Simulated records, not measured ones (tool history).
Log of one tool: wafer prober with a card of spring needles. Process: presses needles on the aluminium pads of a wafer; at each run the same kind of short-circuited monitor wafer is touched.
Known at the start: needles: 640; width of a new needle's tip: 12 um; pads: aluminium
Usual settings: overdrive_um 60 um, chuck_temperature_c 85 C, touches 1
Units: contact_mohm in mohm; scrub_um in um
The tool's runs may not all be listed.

run	hour	overdrive_um	chuck_temperature_c	touches	contact_mohm	scrub_um
1	0.0	60	85	1	183	15.36
2	15.6	60	85	1	194	15.42
# hour 18.8: tips cleaned on abrasive film
3	27.6	60	85	1	186	15.33
# hour 47.4: tips cleaned on abrasive film
4	48.9	60	85	1	182	15.37
5	61.5	60	85	1	188	15.35
# hour 76.4: tips cleaned on abrasive film
6	79.5	60	85	1	183	15.25
7	101.7	60	85	1	196	15.38

Run 8 comes next. What will it give?
# hour 104.7: tips cleaned on abrasive film
8	121.4	60	85	1	?	?

{"run 8": {"contact_mohm": 193, "scrub_um": 15.25}}
Without the tool's hidden state the same run would have given contact_mohm 178 mohm, scrub_um 15.76 um.
